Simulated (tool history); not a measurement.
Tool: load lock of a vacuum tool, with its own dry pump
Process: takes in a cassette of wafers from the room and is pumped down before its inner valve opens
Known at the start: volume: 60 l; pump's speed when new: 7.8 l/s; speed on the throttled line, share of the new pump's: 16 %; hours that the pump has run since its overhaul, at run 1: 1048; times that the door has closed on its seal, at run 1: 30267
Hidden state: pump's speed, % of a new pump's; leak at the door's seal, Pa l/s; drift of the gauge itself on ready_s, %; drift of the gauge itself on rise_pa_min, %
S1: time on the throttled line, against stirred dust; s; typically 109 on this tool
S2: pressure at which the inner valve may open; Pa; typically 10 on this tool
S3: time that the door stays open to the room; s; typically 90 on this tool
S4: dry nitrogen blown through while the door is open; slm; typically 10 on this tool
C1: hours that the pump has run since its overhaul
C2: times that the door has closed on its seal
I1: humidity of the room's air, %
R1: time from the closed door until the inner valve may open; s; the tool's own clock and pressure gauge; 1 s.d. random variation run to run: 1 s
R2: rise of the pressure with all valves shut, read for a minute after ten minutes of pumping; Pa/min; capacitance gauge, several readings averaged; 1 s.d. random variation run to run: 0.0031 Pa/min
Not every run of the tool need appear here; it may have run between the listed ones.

run,hour,S1,S2,S3,S4,C1,C2,I1,R1,R2
1,0.0,109,10,90,10,1048,30267,47.2,163.1,0.196
2,151.5,109,14,90,10,1200,30827,45.4,161.3,0.198
3,345.3,109,14,90,10,1394,31544,46.6,160.1,0.205
4,592.2,109,10,90,10,1641,32457,46.3,163.2,0.210
5,768.8,109,10,90,10,1817,33109,43.8,161.3,0.206
6,893.0,108,10,90,10,1941,33568,42.9,162.2,0.201
7,1094.5,108,10,90,10,2143,34313,42.9,162.3,0.209
8,1209.9,109,10,90,23,2258,34740,42.1,163.6,0.199
9,1480.3,109,19,131,34,2529,35740,47.2,158.7,0.216
10,1688.5,109,10,90,35,2737,36509,43.1,164.2,0.201

What does the tool deliver on the next run?
11,1838.5,109,19,178,10,2887,37064,43.2,?,?

{"run 11": {"R1": 158.5, "R2": 0.279}}
On a tool with no hidden condition, and with the same random variation, this run would have come out at R1 156.8 s, R2 0.121 Pa/min.

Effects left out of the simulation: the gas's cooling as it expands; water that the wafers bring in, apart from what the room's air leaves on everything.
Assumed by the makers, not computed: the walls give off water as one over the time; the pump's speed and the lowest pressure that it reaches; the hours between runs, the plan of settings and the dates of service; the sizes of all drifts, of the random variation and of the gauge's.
